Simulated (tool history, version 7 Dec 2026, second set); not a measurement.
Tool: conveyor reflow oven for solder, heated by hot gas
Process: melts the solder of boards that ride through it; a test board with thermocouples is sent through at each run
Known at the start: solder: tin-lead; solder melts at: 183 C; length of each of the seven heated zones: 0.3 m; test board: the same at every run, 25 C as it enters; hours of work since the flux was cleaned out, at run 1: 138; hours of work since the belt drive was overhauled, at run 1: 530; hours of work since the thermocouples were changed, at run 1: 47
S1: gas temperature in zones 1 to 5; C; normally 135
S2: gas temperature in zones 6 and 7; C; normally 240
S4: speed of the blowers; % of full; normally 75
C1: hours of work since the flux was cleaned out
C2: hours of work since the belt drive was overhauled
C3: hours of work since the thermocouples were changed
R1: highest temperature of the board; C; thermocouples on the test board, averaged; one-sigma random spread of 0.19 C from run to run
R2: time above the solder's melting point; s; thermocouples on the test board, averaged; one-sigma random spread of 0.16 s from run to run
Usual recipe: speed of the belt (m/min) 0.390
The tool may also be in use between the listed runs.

run 1 hour=0.0 | S1=135 S2=240 speed_of_the_belt_(m/min)=0.390 S4=75 | C1=138 C2=530 C3=47 | R1=224.7 R2=74.9
run 2 hour=3.8 | S1=135 S2=240 speed_of_the_belt_(m/min)=0.390 S4=75 | C1=140 C2=532 C3=49 | R1=224.9 R2=75.0
run 3 hour=8.1 | S1=135 S2=240 speed_of_the_belt_(m/min)=0.390 S4=75 | C1=142 C2=534 C3=51 | R1=224.4 R2=74.8
run 4 hour=12.1 | S1=135 S2=240 speed_of_the_belt_(m/min)=0.390 S4=75 | C1=144 C2=536 C3=53 | R1=224.5 R2=75.0
run 5 hour=20.1 | S1=135 S2=240 speed_of_the_belt_(m/min)=0.390 S4=75 | C1=147 C2=539 C3=56 | R1=224.4 R2=75.0
run 6 hour=24.6 | S1=135 S2=240 speed_of_the_belt_(m/min)=0.390 S4=75 | C1=149 C2=541 C3=58 | R1=224.4 R2=74.9
run 7 hour=31.8 | S1=135 S2=240 speed_of_the_belt_(m/min)=0.390 S4=75 | C1=152 C2=544 C3=61 | R1=224.9 R2=74.9
run 8 hour=36.8 | S1=135 S2=240 speed_of_the_belt_(m/min)=0.390 S4=75 | C1=155 C2=546 C3=63 | R1=224.4 R2=75.1
run 9 hour=42.4 | S1=135 S2=240 speed_of_the_belt_(m/min)=0.390 S4=75 | C1=157 C2=549 C3=66 | R1=224.5 R2=74.7
run 10 hour=48.6 | S1=135 S2=240 speed_of_the_belt_(m/min)=0.390 S4=56 | C1=160 C2=552 C3=69 | R1=219.3 R2=69.7
run 11 hour=54.3 | S1=135 S2=240 speed_of_the_belt_(m/min)=0.390 S4=56 | C1=162 C2=554 C3=71 | R1=219.2 R2=69.5
run 12 hour=59.1 | S1=135 S2=240 speed_of_the_belt_(m/min)=0.390 S4=75 | C1=164 C2=556 C3=73 | R1=224.7 R2=74.8
run 13 hour=66.2 | S1=135 S2=240 speed_of_the_belt_(m/min)=0.363 S4=75 | C1=167 C2=559 C3=76 | R1=226.6 R2=82.8
run 14 hour=75.1 | S1=135 S2=240 speed_of_the_belt_(m/min)=0.390 S4=64 | C1=171 C2=563 C3=80 | R1=222.0 R2=72.3
run 15 hour=80.0 | S1=124 S2=240 speed_of_the_belt_(m/min)=0.390 S4=75 | C1=173 C2=565 C3=82 | R1=222.4 R2=69.5
run 16 hour=84.7 | S1=132 S2=234 speed_of_the_belt_(m/min)=0.390 S4=65 | C1=175 C2=567 C3=84 | R1=216.1 R2=66.0
run 17 hour=92.2 | S1=135 S2=240 speed_of_the_belt_(m/min)=0.392 S4=51 | C1=179 C2=571 C3=88 | R1=217.6 R2=67.2
run 18 hour=100.9 | S1=135 S2=240 speed_of_the_belt_(m/min)=0.392 S4=51 | C1=182 C2=574 C3=91 | R1=217.8 R2=67.5
run 19 hour=105.3 | S1=125 S2=237 speed_of_the_belt_(m/min)=0.371 S4=70 | C1=184 C2=576 C3=93 | R1=220.6 R2=71.7
run 20 hour=111.6 | S1=131 S2=240 speed_of_the_belt_(m/min)=0.390 S4=75 | C1=187 C2=579 C3=96 | R1=223.2 R2=72.7
-- hour=116.1 belt drive overhauled, speed set with a stopwatch
run 21 hour=122.2 | S1=131 S2=240 speed_of_the_belt_(m/min)=0.390 S4=75 | C1=190 C2=3 C3=99 | R1=223.3 R2=72.8
run 22 hour=130.2 | S1=131 S2=240 speed_of_the_belt_(m/min)=0.390 S4=75 | C1=193 C2=6 C3=102 | R1=224.0 R2=73.1
run 23 hour=137.7 | S1=131 S2=254 speed_of_the_belt_(m/min)=0.390 S4=75 | C1=197 C2=9 C3=106 | R1=236.4 R2=81.8
-- hour=143.0 belt drive overhauled, speed set with a stopwatch, once more
run 24 hour=148.5 | S1=121 S2=247 speed_of_the_belt_(m/min)=0.390 S4=75 | C1=200 C2=2 C3=109 | R1=227.9 R2=72.0
run 25 hour=153.1 | S1=139 S2=230 speed_of_the_belt_(m/min)=0.446 S4=53 | C1=202 C2=4 C3=111 | R1=205.7 R2=46.5
run 26 hour=158.5 | S1=135 S2=248 speed_of_the_belt_(m/min)=0.390 S4=58 | C1=204 C2=7 C3=113 | R1=226.8 R2=75.6
run 27 hour=165.1 | S1=135 S2=248 speed_of_the_belt_(m/min)=0.390 S4=58 | C1=207 C2=10 C3=116 | R1=226.6 R2=75.5
run 28 hour=169.1 | S1=132 S2=247 speed_of_the_belt_(m/min)=0.390 S4=75 | C1=209 C2=11 C3=118 | R1=229.8 R2=77.3
run 29 hour=172.9 | S1=136 S2=242 speed_of_the_belt_(m/min)=0.390 S4=75 | C1=210 C2=13 C3=119 | R1=226.0 R2=75.5
run 30 hour=177.5 | S1=136 S2=242 speed_of_the_belt_(m/min)=0.390 S4=70 | C1=212 C2=15 C3=121 | R1=225.0 R2=74.9

Table of differences, measured result less the result of that run with no hidden state. Run-to-run variation is the same in both. Gauge scatter possibly is not:
The tool's hidden condition here consists of: heat that the gas passes to the board, % of a clean oven's; belt's true speed, % of the reading; true gas temperature in zones 6 and 7 over the reading, C; drift of the gauge itself on peak_c, C; drift of the gauge itself on liquid_s, %.
run=1 R1=-0.3 R2=+0.1
run=2 R1=-0.3 R2=+0.2
run=3 R1=-0.4 R2=+0.2
run=4 R1=-0.3 R2=+0.2
run=5 R1=-0.3 R2=+0.1
run=6 R1=-0.3 R2=+0.1
run=7 R1=-0.3 R2=+0.1
run=8 R1=-0.4 R2=+0.2
run=9 R1=-0.4 R2=+0.1
run=10 R1=-0.3 R2=+0.2
run=11 R1=-0.2 R2=+0.2
run=12 R1=-0.4 R2=+0.1
run=13 R1=-0.3 R2=+0.2
run=14 R1=-0.3 R2=+0.1
run=15 R1=-0.5 R2=-0.1
run=16 R1=-0.3 R2=-0.1
run=17 R1=-0.2 R2=+0.2
run=18 R1=-0.2 R2=+0.2
run=19 R1=-0.4 R2=-0.1
run=20 R1=-0.5 R2=+0.1
run=21 R1=-0.4 R2=+0.1
run=22 R1=-0.4 R2=+0.2
run=23 R1=-0.5 R2=+0.4
run=24 R1=-1.0 R2=-0.9
run=25 R1=-0.6 R2=-1.2
run=26 R1=-0.7 R2=-0.7
run=27 R1=-0.7 R2=-0.7
run=28 R1=-0.8 R2=-0.8
run=29 R1=-0.8 R2=-0.8
run=30 R1=-0.8 R2=-0.8

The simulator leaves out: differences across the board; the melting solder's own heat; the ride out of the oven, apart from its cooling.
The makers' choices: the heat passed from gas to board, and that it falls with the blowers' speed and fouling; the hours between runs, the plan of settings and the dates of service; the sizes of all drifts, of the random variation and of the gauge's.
